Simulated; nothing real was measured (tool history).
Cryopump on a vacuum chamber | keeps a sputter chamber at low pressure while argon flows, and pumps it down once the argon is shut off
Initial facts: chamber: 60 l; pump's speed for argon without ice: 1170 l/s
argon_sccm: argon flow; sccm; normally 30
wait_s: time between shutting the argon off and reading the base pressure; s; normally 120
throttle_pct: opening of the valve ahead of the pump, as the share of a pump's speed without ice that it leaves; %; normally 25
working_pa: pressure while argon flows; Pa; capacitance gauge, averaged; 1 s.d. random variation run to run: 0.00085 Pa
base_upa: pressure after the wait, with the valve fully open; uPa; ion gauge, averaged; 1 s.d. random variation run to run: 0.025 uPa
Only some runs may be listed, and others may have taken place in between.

| run | day | argon_sccm | wait_s | throttle_pct | working_pa | base_upa |
|---|---|---|---|---|---|---|
| 1 | 0 | 30 | 120 | 25 | 0.1752 | 2.03 |
| 2 | 2.325 | 30 | 120 | 25 | 0.1752 | 2.11 |
| 3 | 3.35 | 30 | 120 | 25 | 0.176 | 2.16 |
| 4 | 4.592 | 30 | 120 | 25 | 0.1755 | 2.07 |
| 5 | 6.679 | 30 | 66 | 25 | 0.1781 | 2.73 |
| 6 | 8.708 | 30 | 66 | 25 | 0.1773 | 2.87 |
| 7 | 9.983 | 30 | 66 | 25 | 0.178 | 2.95 |
| 8 | 11.225 | 30 | 66 | 25 | 0.178 | 2.89 |
| 9 | 12.808 | 30 | 120 | 25 | 0.1789 | 2.33 |
| 10 | 15.338 | 30 | 120 | 25 | 0.1805 | 2.4 |
| 11 | 17.071 | 30 | 120 | 25 | 0.1819 | 2.42 |
| 12 | 18.796 | 30 | 120 | 25 | 0.1821 | 2.48 |
| 13 | 21.004 | 30 | 120 | 25 | 0.1838 | 2.54 |
|  | 21.683 | pump warmed up, emptied and cooled again |
| 14 | 22.383 | 30 | 24 | 25 | 0.175 | 5.35 |
| 15 | 24.412 | 30 | 62 | 27 | 0.1637 | 3.2 |
| 16 | 25.554 | 30 | 62 | 27 | 0.1615 | 3.16 |
| 17 | 27.742 | 15 | 120 | 37 | 0.0598 | 2.5 |
| 18 | 30.029 | 42 | 104 | 28 | 0.221 | 2.59 |
| 19 | 32.342 | 30 | 120 | 25 | 0.1778 | 2.58 |
| 20 | 34.092 | 30 | 120 | 25 | 0.1792 | 2.69 |
| 21 | 35.458 | 30 | 48 | 47 | 0.0984 | 3.79 |
|  | 36.821 | leaking fittings of the chamber tightened, without venting |
| 22 | 37.438 | 23 | 227 | 26 | 0.1341 | 0.72 |
| 23 | 39.308 | 23 | 227 | 26 | 0.1339 | 0.76 |
| 24 | 40.788 | 41 | 296 | 19 | 0.3247 | 0.69 |
| 25 | 41.975 | 24 | 91 | 25 | 0.146 | 1.4 |
| 26 | 44.029 | 24 | 91 | 25 | 0.1462 | 1.43 |
|  | 45.704 | pump warmed up, emptied and cooled again |
| 27 | 46.421 | 33 | 28 | 41 | 0.1179 | 3.68 |
| 28 | 47.517 | 33 | 28 | 41 | 0.1183 | 3.7 |

Below are 4 alternative next runs, each starting from the tool's condition after run 28. Predict each:
| A | 49.5 | 28 | 37 | 41 | ? | ? |
| B | 49.5 | 33 | 56 | 23 | ? | ? |
| C | 49.5 | 33 | 171 | 58 | ? | ? |
| D | 49.5 | 48 | 120 | 34 | ? | ? |

| run | working_pa | base_upa |
|---|---|---|
| A | 0.1015 | 2.89 |
| B | 0.208 | 2.03 |
| C | 0.0857 | 1 |
| D | 0.2064 | 1.24 |
Without the tool's unlogged condition, the same runs would have read:
| run | working_pa | base_upa |
|---|---|---|
| A | 0.0992 | 2.66 |
| B | 0.2054 | 1.81 |
| C | 0.083 | 0.78 |
| D | 0.2025 | 1.02 |

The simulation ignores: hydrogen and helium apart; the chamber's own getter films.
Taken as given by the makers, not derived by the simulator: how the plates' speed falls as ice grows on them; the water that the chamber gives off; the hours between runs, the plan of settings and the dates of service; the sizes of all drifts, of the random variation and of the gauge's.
